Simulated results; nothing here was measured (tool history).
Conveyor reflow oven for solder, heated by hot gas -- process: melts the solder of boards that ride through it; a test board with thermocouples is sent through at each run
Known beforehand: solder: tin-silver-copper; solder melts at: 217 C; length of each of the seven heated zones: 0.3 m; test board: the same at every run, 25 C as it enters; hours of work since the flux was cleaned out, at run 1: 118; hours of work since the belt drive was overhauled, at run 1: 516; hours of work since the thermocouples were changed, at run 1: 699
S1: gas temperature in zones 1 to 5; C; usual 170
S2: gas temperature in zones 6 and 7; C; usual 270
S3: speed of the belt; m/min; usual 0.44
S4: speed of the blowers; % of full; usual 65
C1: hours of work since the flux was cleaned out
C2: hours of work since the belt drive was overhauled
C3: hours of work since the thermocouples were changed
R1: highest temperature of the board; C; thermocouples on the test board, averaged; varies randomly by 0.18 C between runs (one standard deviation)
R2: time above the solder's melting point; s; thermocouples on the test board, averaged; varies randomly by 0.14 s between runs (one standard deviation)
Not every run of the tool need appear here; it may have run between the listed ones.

run	hour	S1	S2	S3	S4	C1	C2	C3	R1	R2
1	0	170	270	0.44	65	118	516	699	252.1	60.2
2	44.5	170	270	0.44	65	144	542	725	251.9	60.1
# hour 78.1: flux residue cleaned out of gas plates and filters
3	92.4	170	270	0.503	65	8	567	750	248.4	49.1
4	143.1	170	270	0.44	65	38	597	780	252.8	60.9
5	178.9	170	270	0.44	65	59	618	801	252.3	60.9
6	212.8	170	270	0.44	65	79	638	821	252.1	60.8
7	268.1	170	270	0.44	65	112	670	853	251.7	60.6
8	324.2	170	270	0.44	52	144	703	886	247.6	55.5
# hour 356.8: flux residue cleaned out of gas plates and filters
9	356.8	170	270	0.44	52	0	719	902	248.7	57
10	390.8	170	270	0.44	52	20	739	922	248.4	56.9
11	442.7	170	270	0.44	52	50	770	953	248.1	56.6
12	489.3	170	264	0.44	65	78	797	980	246.9	56.8
13	530.9	179	270	0.44	65	102	821	1004	253.1	65.2
# hour 567.4: thermocouples of zones 6 and 7 changed
14	588.4	173	270	0.44	65	135	854	12	254	63.5
15	626.3	173	270	0.524	83	157	876	35	252.4	52.2
# hour 637.6: flux residue cleaned out of gas plates and filters
16	670.5	173	271	0.524	70	19	899	58	251.5	50.7
17	699.8	173	271	0.524	70	36	916	75	250.8	50.5
18	728.9	173	271	0.524	70	54	933	92	250.6	50.5
19	763.1	167	284	0.401	65	74	954	112	269.1	78.1
20	819.2	161	284	0.501	65	107	986	145	258.8	54.5
21	872.4	165	285	0.358	76	138	1018	176	274.6	91.2
# hour 919: flux residue cleaned out of gas plates and filters
22	934.6	165	282	0.358	53	9	1051	210	267.3	86.6
23	979.7	170	270	0.44	64	36	1078	236	253.9	62.8
24	1015.9	170	270	0.44	64	57	1099	257	253.5	62.7
25	1040.2	172	264	0.459	83	71	1113	272	251.3	60.2
26	1081.9	170	270	0.367	52	96	1138	296	255.6	77.5

Each row is a separate what-if for the run after 26, all from the same tool condition, not one after another. Results?
A	1126.2	170	272	0.512	50	122	1164	322	?	?
B	1126.2	158	270	0.44	65	122	1164	322	?	?
C	1126.2	184	270	0.459	89	122	1164	322	?	?
D	1126.2	183	270	0.44	65	122	1164	322	?	?

run	R1	R2
A	244	43.6
B	251.5	56.9
C	258.9	69.7
D	255.5	69.4
With the hidden condition removed and each run's random variation left untouched, the same runs would have given:
run	R1	R2
A	244.5	42.7
B	252.4	55.9
C	260	68.2
D	256.4	67.9
